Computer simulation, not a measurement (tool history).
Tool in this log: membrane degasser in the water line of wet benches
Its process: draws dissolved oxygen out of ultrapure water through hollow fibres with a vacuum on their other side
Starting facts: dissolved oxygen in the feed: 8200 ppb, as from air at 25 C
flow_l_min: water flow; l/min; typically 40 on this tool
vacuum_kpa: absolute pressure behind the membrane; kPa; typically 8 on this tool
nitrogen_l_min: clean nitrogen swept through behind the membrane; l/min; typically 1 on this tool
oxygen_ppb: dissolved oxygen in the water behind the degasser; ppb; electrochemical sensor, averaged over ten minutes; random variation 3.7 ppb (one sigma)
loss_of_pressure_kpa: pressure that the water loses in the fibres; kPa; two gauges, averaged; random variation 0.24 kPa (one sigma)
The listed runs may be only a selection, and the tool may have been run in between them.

run	hour	flow_l_min	vacuum_kpa	nitrogen_l_min	oxygen_ppb	loss_of_pressure_kpa
1	0	40	8	1	392.7	63.27
2	119.4	40	8	1	392	63.83
3	289.3	40	9.62	1	523.6	64
4	432.4	40	9.62	1	509.7	64.3
5	533.1	41	8	1	403.5	66.28
# hour 540.6: vacuum gauge calibrated
6	637.5	41	8	1	417.7	65.96
7	750.7	40	18.56	1	1124.9	64.33
8	858.7	40	18.56	1	1112.3	64.78
# hour 874.7: vacuum gauge calibrated, once more
9	992.6	26	10.8	2.01	224.5	41.82
10	1141	62	10.23	0.78	888	100.42
11	1231.3	30	13.23	0.43	1100.4	48.81
12	1393.6	32	13.23	0.43	1158.8	52.1
13	1490.7	40	17.02	1.09	953.2	65.04

Here are 5 independent what-if runs from the current tool condition. What would each one return?
A	1615.5	40	17.02	0.57	?	?
B	1615.5	35	5.43	0.44	?	?
C	1615.5	40	8	1.18	?	?
D	1615.5	57	8	1	?	?
E	1615.5	55	17.6	0.53	?	?

run	oxygen_ppb	loss_of_pressure_kpa
A	1466.7	65.5
B	300.9	57.19
C	333.4	65.56
D	505.4	92.48
E	1951.6	89.74
With the hidden condition removed and each run's random variation left untouched, the same runs would have given:
run	oxygen_ppb	loss_of_pressure_kpa
A	1460.8	62.88
B	290.2	54.91
C	326.1	62.96
D	494	88.79
E	1946.1	86.17

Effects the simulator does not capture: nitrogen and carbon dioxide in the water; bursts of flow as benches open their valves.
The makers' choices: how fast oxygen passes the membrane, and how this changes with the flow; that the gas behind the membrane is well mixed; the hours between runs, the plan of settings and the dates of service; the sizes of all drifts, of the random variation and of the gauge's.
